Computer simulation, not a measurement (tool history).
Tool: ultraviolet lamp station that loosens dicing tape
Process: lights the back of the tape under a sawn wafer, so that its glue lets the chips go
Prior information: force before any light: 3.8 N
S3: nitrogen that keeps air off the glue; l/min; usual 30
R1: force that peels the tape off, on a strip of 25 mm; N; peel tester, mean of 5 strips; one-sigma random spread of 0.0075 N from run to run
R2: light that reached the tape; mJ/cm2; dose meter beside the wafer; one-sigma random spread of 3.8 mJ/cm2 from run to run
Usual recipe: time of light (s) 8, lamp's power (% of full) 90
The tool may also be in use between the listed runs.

run 1 hour=0.0 | time_of_light_(s)=8 lamp's_power_(%_of_full)=90 S3=30 | R1=0.290 R2=623
run 2 hour=72.3 | time_of_light_(s)=8 lamp's_power_(%_of_full)=90 S3=30 | R1=0.298 R2=618
run 3 hour=150.4 | time_of_light_(s)=8 lamp's_power_(%_of_full)=95 S3=30 | R1=0.281 R2=631
run 4 hour=235.1 | time_of_light_(s)=8 lamp's_power_(%_of_full)=95 S3=30 | R1=0.297 R2=618
run 5 hour=285.0 | time_of_light_(s)=8 lamp's_power_(%_of_full)=95 S3=30 | R1=0.307 R2=612
run 6 hour=347.5 | time_of_light_(s)=10 lamp's_power_(%_of_full)=95 S3=30 | R1=0.216 R2=751
run 7 hour=391.2 | time_of_light_(s)=10 lamp's_power_(%_of_full)=95 S3=30 | R1=0.214 R2=753
run 8 hour=448.8 | time_of_light_(s)=8 lamp's_power_(%_of_full)=90 S3=41 | R1=0.313 R2=556
run 9 hour=491.8 | time_of_light_(s)=8 lamp's_power_(%_of_full)=90 S3=41 | R1=0.314 R2=550
run 10 hour=585.1 | time_of_light_(s)=8 lamp's_power_(%_of_full)=90 S3=30 | R1=0.396 R2=534
run 11 hour=669.1 | time_of_light_(s)=8 lamp's_power_(%_of_full)=90 S3=30 | R1=0.402 R2=525
run 12 hour=731.5 | time_of_light_(s)=8 lamp's_power_(%_of_full)=90 S3=30 | R1=0.422 R2=517
run 13 hour=812.0 | time_of_light_(s)=8 lamp's_power_(%_of_full)=90 S3=10 | R1=0.753 R2=502
run 14 hour=884.4 | time_of_light_(s)=8 lamp's_power_(%_of_full)=90 S3=30 | R1=0.430 R2=485
run 15 hour=947.4 | time_of_light_(s)=8 lamp's_power_(%_of_full)=90 S3=30 | R1=0.471 R2=484
-- hour=1008.5 window cleaned of glue's vapour
run 16 hour=1011.3 | time_of_light_(s)=8 lamp's_power_(%_of_full)=90 S3=30 | R1=0.389 R2=546
run 17 hour=1089.0 | time_of_light_(s)=8 lamp's_power_(%_of_full)=90 S3=30 | R1=0.396 R2=528
run 18 hour=1140.2 | time_of_light_(s)=8 lamp's_power_(%_of_full)=90 S3=30 | R1=0.398 R2=520
run 19 hour=1237.8 | time_of_light_(s)=8 lamp's_power_(%_of_full)=90 S3=30 | R1=0.409 R2=508
run 20 hour=1310.6 | time_of_light_(s)=8 lamp's_power_(%_of_full)=90 S3=30 | R1=0.428 R2=494
run 21 hour=1367.8 | time_of_light_(s)=8 lamp's_power_(%_of_full)=90 S3=15 | R1=0.657 R2=490
run 22 hour=1408.3 | time_of_light_(s)=5 lamp's_power_(%_of_full)=92 S3=51 | R1=0.765 R2=310
run 23 hour=1502.3 | time_of_light_(s)=6 lamp's_power_(%_of_full)=63 S3=30 | R1=1.233 R2=245
run 24 hour=1587.9 | time_of_light_(s)=8 lamp's_power_(%_of_full)=79 S3=50 | R1=0.501 R2=405
run 25 hour=1653.6 | time_of_light_(s)=4 lamp's_power_(%_of_full)=81 S3=11 | R1=1.889 R2=202
run 26 hour=1707.0 | time_of_light_(s)=10 lamp's_power_(%_of_full)=90 S3=30 | R1=0.360 R2=551
run 27 hour=1762.3 | time_of_light_(s)=8 lamp's_power_(%_of_full)=90 S3=16 | R1=0.758 R2=434
run 28 hour=1846.0 | time_of_light_(s)=8 lamp's_power_(%_of_full)=90 S3=16 | R1=0.786 R2=421
run 29 hour=1945.1 | time_of_light_(s)=7 lamp's_power_(%_of_full)=66 S3=33 | R1=1.078 R2=265
-- hour=2016.3 window cleaned of glue's vapour
run 30 hour=2016.3 | time_of_light_(s)=7 lamp's_power_(%_of_full)=66 S3=33 | R1=0.963 R2=291
run 31 hour=2098.7 | time_of_light_(s)=7 lamp's_power_(%_of_full)=78 S3=24 | R1=0.913 R2=336
run 32 hour=2150.8 | time_of_light_(s)=4 lamp's_power_(%_of_full)=87 S3=19 | R1=1.606 R2=211
run 33 hour=2219.8 | time_of_light_(s)=9 lamp's_power_(%_of_full)=90 S3=30 | R1=0.463 R2=476
run 34 hour=2294.0 | time_of_light_(s)=9 lamp's_power_(%_of_full)=90 S3=30 | R1=0.483 R2=470
run 35 hour=2347.0 | time_of_light_(s)=8 lamp's_power_(%_of_full)=90 S3=11 | R1=0.983 R2=414
run 36 hour=2436.4 | time_of_light_(s)=8 lamp's_power_(%_of_full)=90 S3=11 | R1=0.978 R2=399
run 37 hour=2481.7 | time_of_light_(s)=6 lamp's_power_(%_of_full)=82 S3=30 | R1=1.131 R2=267
run 38 hour=2534.9 | time_of_light_(s)=5 lamp's_power_(%_of_full)=63 S3=51 | R1=1.523 R2=167
run 39 hour=2587.1 | time_of_light_(s)=15 lamp's_power_(%_of_full)=82 S3=38 | R1=0.252 R2=651
run 40 hour=2652.9 | time_of_light_(s)=4 lamp's_power_(%_of_full)=61 S3=28 | R1=2.090 R2=122
run 41 hour=2730.2 | time_of_light_(s)=4 lamp's_power_(%_of_full)=61 S3=28 | R1=2.056 R2=121
run 42 hour=2817.2 | time_of_light_(s)=4 lamp's_power_(%_of_full)=93 S3=19 | R1=1.814 R2=183

For each run, the measured value with the value that run would have given without the tool's hidden condition subtracted. The run-to-run variation is shared by both, the gauge scatter possibly not:
Hidden conditions of the tool in this case: lamp's light, % of a new lamp's; light that the window lets through, % of a clean one's; drift of the gauge itself on peel_n, %; drift of the gauge itself on dose_mj_cm2, %.
run=1 R1=+0.013 R2=-15
run=2 R1=+0.023 R2=-27
run=3 R1=+0.030 R2=-42
run=4 R1=+0.043 R2=-56
run=5 R1=+0.050 R2=-64
run=6 R1=+0.033 R2=-92
run=7 R1=+0.037 R2=-101
run=8 R1=+0.069 R2=-85
run=9 R1=+0.074 R2=-90
run=10 R1=+0.108 R2=-103
run=11 R1=+0.124 R2=-117
run=12 R1=+0.138 R2=-126
run=13 R1=+0.241 R2=-137
run=14 R1=+0.164 R2=-148
run=15 R1=+0.189 R2=-157
run=16 R1=+0.104 R2=-101
run=17 R1=+0.116 R2=-112
run=18 R1=+0.126 R2=-119
run=19 R1=+0.144 R2=-134
run=20 R1=+0.161 R2=-143
run=21 R1=+0.242 R2=-152
run=22 R1=+0.282 R2=-101
run=23 R1=+0.392 R2=-89
run=24 R1=+0.226 R2=-159
run=25 R1=+0.464 R2=-87
run=26 R1=+0.172 R2=-248
run=27 R1=+0.357 R2=-205
run=28 R1=+0.388 R2=-218
run=29 R1=+0.507 R2=-147
run=30 R1=+0.383 R2=-120
run=31 R1=+0.394 R2=-150
run=32 R1=+0.509 R2=-98
run=33 R1=+0.243 R2=-239
run=34 R1=+0.259 R2=-253
run=35 R1=+0.480 R2=-230
run=36 R1=+0.493 R2=-241
run=37 R1=+0.573 R2=-169
run=38 R1=+0.655 R2=-113
run=39 R1=+0.117 R2=-451
run=40 R1=+0.702 R2=-91
run=41 R1=+0.709 R2=-94
run=42 R1=+0.800 R2=-149
